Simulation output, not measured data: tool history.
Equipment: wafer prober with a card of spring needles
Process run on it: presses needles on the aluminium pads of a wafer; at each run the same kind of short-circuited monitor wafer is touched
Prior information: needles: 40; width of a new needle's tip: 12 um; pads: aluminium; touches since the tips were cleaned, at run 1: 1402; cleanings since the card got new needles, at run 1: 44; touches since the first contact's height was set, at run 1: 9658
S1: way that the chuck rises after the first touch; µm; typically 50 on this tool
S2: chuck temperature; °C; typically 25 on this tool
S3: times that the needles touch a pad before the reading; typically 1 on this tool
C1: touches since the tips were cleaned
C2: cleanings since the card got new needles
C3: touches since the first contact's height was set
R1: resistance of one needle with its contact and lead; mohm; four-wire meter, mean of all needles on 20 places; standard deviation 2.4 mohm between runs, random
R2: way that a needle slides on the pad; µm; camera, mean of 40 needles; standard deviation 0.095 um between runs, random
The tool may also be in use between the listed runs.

run	hour	S1	S2	S3	C1	C2	C3	R1	R2
1	0.0	50	25	1	1402	44	9658	333	6.41
# hour 2.0: tips cleaned on abrasive film
2	5.4	50	25	1	885	45	11040	376	6.54
# hour 9.6: tips cleaned on abrasive film
# hour 16.5: tips cleaned on abrasive film
3	17.1	50	25	1	164	47	14058	290	6.52
# hour 23.5: tips cleaned on abrasive film
4	26.4	50	25	1	765	48	16473	305	6.40
# hour 30.3: tips cleaned on abrasive film
5	36.8	50	25	1	1692	49	19164	339	6.37
# hour 37.6: tips cleaned on abrasive film
# hour 41.8: tips cleaned on abrasive film, once more
6	47.3	50	25	1	1445	51	21882	330	6.50
# hour 48.9: tips cleaned on abrasive film
7	53.7	50	25	1	1257	52	23518	331	6.43
# hour 56.3: tips cleaned on abrasive film
# hour 63.7: tips cleaned on abrasive film
8	63.7	50	25	1	2	54	26090	278	6.53
# hour 70.9: tips cleaned on abrasive film
9	71.1	50	74	1	35	55	28001	287	6.26
# hour 77.8: tips cleaned on abrasive film
10	82.2	50	74	1	1170	56	30898	335	6.37
# hour 84.8: tips cleaned on abrasive film
11	87.4	50	74	1	670	57	32224	322	6.37
# hour 92.3: tips cleaned on abrasive film
12	97.3	50	74	2	1328	58	34804	319	6.48
# hour 99.0: tips cleaned on abrasive film
13	105.2	50	74	2	1639	59	36854	324	6.39
# hour 106.1: tips cleaned on abrasive film
# hour 113.7: tips cleaned on abrasive film
14	115.3	50	74	2	419	61	39450	301	6.22
15	120.1	50	74	2	1674	61	40705	327	6.34
# hour 121.1: tips cleaned on abrasive film
# hour 128.1: tips cleaned on abrasive film
16	128.5	50	40	1	96	63	42846	287	6.29
# hour 135.1: tips cleaned on abrasive film
17	135.1	70	32	2	0	64	44539	271	8.86
# hour 142.0: tips cleaned on abrasive film
18	146.0	70	32	2	1026	65	47371	286	8.92
# hour 149.2: tips cleaned on abrasive film
19	153.5	67	25	3	1133	66	49323	282	8.67
# hour 156.0: tips cleaned on abrasive film
20	161.1	67	25	3	1340	67	51296	280	8.51
# hour 163.2: tips cleaned on abrasive film
# hour 170.3: tips cleaned on abrasive film
21	172.8	51	90	1	655	69	54292	325	6.34
# hour 177.3: tips cleaned on abrasive film
22	183.4	51	90	1	1586	70	57044	357	6.42

Forecast each of these 4 alternatives for the next run:
# hour 184.5: tips cleaned on abrasive film
# hour 192.0: tips cleaned on abrasive film
A	192.4	51	90	1	110	72	59376	?	?
# hour 184.5: tips cleaned on abrasive film
# hour 192.0: tips cleaned on abrasive film
B	192.4	47	25	1	110	72	59376	?	?
# hour 184.5: tips cleaned on abrasive film
# hour 192.0: tips cleaned on abrasive film
C	192.4	45	73	2	110	72	59376	?	?
# hour 184.5: tips cleaned on abrasive film
# hour 192.0: tips cleaned on abrasive film
D	192.4	33	77	1	110	72	59376	?	?

run	R1	R2
A	301	6.19
B	291	5.91
C	293	5.56
D	322	4.08
With no hidden state in the tool, these same runs would have given:
run	R1	R2
A	285	6.60
B	272	6.32
C	280	5.97
D	288	4.50

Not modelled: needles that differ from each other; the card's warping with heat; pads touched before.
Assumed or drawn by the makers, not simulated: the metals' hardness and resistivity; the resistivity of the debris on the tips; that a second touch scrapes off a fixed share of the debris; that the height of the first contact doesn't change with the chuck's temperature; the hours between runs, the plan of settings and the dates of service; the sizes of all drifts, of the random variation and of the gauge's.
